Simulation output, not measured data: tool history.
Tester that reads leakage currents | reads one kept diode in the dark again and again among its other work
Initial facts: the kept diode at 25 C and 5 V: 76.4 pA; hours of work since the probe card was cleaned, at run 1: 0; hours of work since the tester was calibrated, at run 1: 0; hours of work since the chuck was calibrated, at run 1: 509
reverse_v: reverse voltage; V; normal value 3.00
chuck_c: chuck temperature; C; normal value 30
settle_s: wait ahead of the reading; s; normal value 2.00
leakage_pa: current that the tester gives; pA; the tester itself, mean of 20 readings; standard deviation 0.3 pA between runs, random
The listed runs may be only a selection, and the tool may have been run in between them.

| run | hour | reverse_v | chuck_c | settle_s | hours of work since the probe card was cleaned | hours of work since the tester was calibrated | hours of work since the chuck was calibrated | leakage_pa |
|---|---|---|---|---|---|---|---|---|
| 1 | 0.0 | 3.00 | 30 | 2.00 | 0 | 0 | 509 | 98.31 |
| 2 | 194.9 | 3.00 | 30 | 2.00 | 148 | 148 | 657 | 98.71 |
| 3 | 483.0 | 3.00 | 30 | 2.00 | 367 | 367 | 877 | 98.29 |
| 4 | 770.9 | 3.00 | 30 | 2.00 | 586 | 586 | 1096 | 98.12 |
| 5 | 1039.2 | 8.61 | 30 | 2.00 | 791 | 791 | 1300 | 137.53 |
|  | 1282.9 | chuck's temperature calibrated |
| 6 | 1322.3 | 1.06 | 30 | 2.00 | 1004 | 1004 | 30 | 71.08 |
| 7 | 1447.0 | 3.00 | 30 | 2.00 | 1099 | 1099 | 125 | 98.34 |
| 8 | 1653.7 | 4.51 | 30 | 2.00 | 1257 | 1257 | 282 | 111.90 |
| 9 | 1902.5 | 4.51 | 30 | 2.00 | 1446 | 1446 | 471 | 111.88 |
| 10 | 2159.4 | 3.00 | 30 | 2.00 | 1641 | 1641 | 667 | 98.67 |
| 11 | 2384.1 | 3.00 | 30 | 2.00 | 1812 | 1812 | 838 | 98.45 |
| 12 | 2505.9 | 3.00 | 30 | 2.00 | 1905 | 1905 | 930 | 98.82 |
| 13 | 2712.5 | 3.00 | 30 | 2.00 | 2062 | 2062 | 1088 | 98.47 |
| 14 | 2889.6 | 3.00 | 30 | 2.00 | 2197 | 2197 | 1222 | 98.61 |
| 15 | 3031.1 | 3.00 | 30 | 2.00 | 2305 | 2305 | 1330 | 98.86 |
|  | 3247.1 | chuck's temperature calibrated |
| 16 | 3321.5 | 7.61 | 30 | 2.00 | 2524 | 2524 | 57 | 132.79 |
| 17 | 3449.1 | 3.00 | 30 | 2.00 | 2621 | 2621 | 154 | 98.44 |
| 18 | 3641.7 | 3.00 | 30 | 2.00 | 2768 | 2768 | 300 | 98.52 |
| 19 | 3845.4 | 3.00 | 30 | 2.00 | 2923 | 2923 | 455 | 98.70 |
| 20 | 3998.2 | 3.00 | 30 | 2.00 | 3039 | 3039 | 571 | 98.83 |
| 21 | 4270.6 | 19.96 | 31 | 2.59 | 3246 | 3246 | 779 | 194.06 |
| 22 | 4545.1 | 19.96 | 31 | 2.59 | 3455 | 3455 | 988 | 194.53 |
| 23 | 4711.3 | 19.96 | 31 | 2.59 | 3581 | 3581 | 1114 | 195.71 |
|  | 4884.2 | tester calibrated |
|  | 4911.3 | probe card cleaned and baked |
| 24 | 4941.4 | 5.80 | 31 | 4.55 | 23 | 41 | 1285 | 131.81 |
| 25 | 5139.0 | 5.80 | 31 | 4.55 | 173 | 192 | 1436 | 130.96 |
|  | 5197.7 | chuck's temperature calibrated |
| 26 | 5352.1 | 1.18 | 27 | 1.38 | 334 | 352 | 118 | 57.62 |
| 27 | 5597.1 | 1.18 | 35 | 2.13 | 520 | 539 | 304 | 109.40 |
| 28 | 5884.3 | 6.32 | 43 | 2.00 | 739 | 757 | 522 | 340.59 |
| 29 | 6007.9 | 8.36 | 35 | 2.79 | 833 | 851 | 616 | 203.15 |
| 30 | 6265.8 | 8.45 | 22 | 2.57 | 1029 | 1047 | 813 | 70.89 |
| 31 | 6426.3 | 17.07 | 47 | 0.58 | 1151 | 1169 | 935 | 627.76 |
| 32 | 6578.6 | 1.19 | 47 | 1.81 | 1267 | 1285 | 1051 | 269.40 |
| 33 | 6786.3 | 10.43 | 50 | 2.00 | 1425 | 1443 | 1209 | 661.54 |
| 34 | 7045.5 | 1.21 | 46 | 0.62 | 1622 | 1640 | 1406 | 253.05 |
|  | 7149.1 | chuck's temperature calibrated |
| 35 | 7284.9 | 1.21 | 46 | 0.62 | 1803 | 1821 | 103 | 253.22 |
| 36 | 7560.8 | 1.08 | 30 | 2.00 | 2013 | 2031 | 313 | 71.59 |
| 37 | 7755.8 | 1.08 | 34 | 1.24 | 2161 | 2179 | 462 | 98.28 |
| 38 | 7899.0 | 1.91 | 32 | 2.00 | 2270 | 2288 | 571 | 99.78 |
| 39 | 8102.6 | 6.23 | 53 | 4.01 | 2425 | 2443 | 725 | 693.25 |
| 40 | 8229.4 | 1.10 | 34 | 0.94 | 2521 | 2540 | 822 | 98.60 |

How the hidden state differs across the entries between the runs, from the last listed run before each to the first after it:
Logged between run 5 and run 6: chuck's temperature calibrated (hour 1282.9)
  stray current of the dirty probe card, pA a volt: 0.022 -> 0.023; true chuck temperature over the reading, C: 0.01 -> 0
Logged between run 15 and run 16: chuck's temperature calibrated (hour 3247.1)
  true chuck temperature over the reading, C: 0.01 -> 0
Logged between run 23 and run 24: tester calibrated (hour 4884.2); probe card cleaned and baked (hour 4911.3)
  stray current of the dirty probe card, pA a volt: 0.029 -> 0.02
Logged between run 25 and run 26: chuck's temperature calibrated (hour 5197.7)
  stray current of the dirty probe card, pA a volt: 0.02 -> 0.021; true chuck temperature over the reading, C: 0.01 -> 0
Logged between run 34 and run 35: chuck's temperature calibrated (hour 7149.1)
  stray current of the dirty probe card, pA a volt: 0.024 -> 0.025
